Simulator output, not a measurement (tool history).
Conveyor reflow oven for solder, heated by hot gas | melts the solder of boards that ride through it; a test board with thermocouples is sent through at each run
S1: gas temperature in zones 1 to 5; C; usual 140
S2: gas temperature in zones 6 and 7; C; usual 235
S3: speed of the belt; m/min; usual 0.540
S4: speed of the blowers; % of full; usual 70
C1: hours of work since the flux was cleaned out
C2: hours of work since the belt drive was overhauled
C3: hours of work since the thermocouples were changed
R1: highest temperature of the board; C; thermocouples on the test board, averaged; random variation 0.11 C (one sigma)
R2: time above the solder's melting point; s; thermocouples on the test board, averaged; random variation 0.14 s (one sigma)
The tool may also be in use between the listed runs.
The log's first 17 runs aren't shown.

run	day	S1	S2	S3	S4	C1	C2	C3	R1	R2
18	5.671	142	243	0.566	64	300	82	152	223.8	61.2
19	5.971	134	229	0.542	87	304	86	156	215.2	56.0
20	6.242	146	235	0.540	74	308	90	160	220.6	64.3
21	6.450	149	224	0.499	85	311	93	163	214.7	67.4
22	6.692	142	235	0.485	70	314	97	166	222.4	71.7
23	7.042	142	235	0.485	88	319	102	171	224.8	73.9
24	7.333	142	235	0.485	88	324	106	176	224.6	73.7
25	7.646	142	235	0.485	88	328	111	180	224.7	74.0
26	8.058	140	235	0.540	53	334	117	186	215.4	57.1
27	8.454	147	236	0.540	53	340	122	192	217.6	61.8
28	8.792	147	235	0.540	56	345	127	197	217.6	61.8
29	9.221	147	242	0.540	56	351	133	203	223.6	66.3
30	9.417	150	231	0.473	70	354	136	206	220.6	75.9

4 ways to go on from here, each from the tool as it stands after run 30. What would each give?
A	9.792	150	241	0.473	70	359	142	211	?	?
B	9.792	150	236	0.453	59	359	142	211	?	?
C	9.792	140	235	0.630	78	359	142	211	?	?
D	9.792	144	231	0.473	70	359	142	211	?	?

run	R1	R2
A	229.4	81.7
B	224.7	82.3
C	215.2	48.6
D	219.8	72.7
Without the tool's hidden state the same runs would have given:
run	R1	R2
A	230.5	82.1
B	225.6	82.8
C	216.9	49.9
D	220.8	73.5
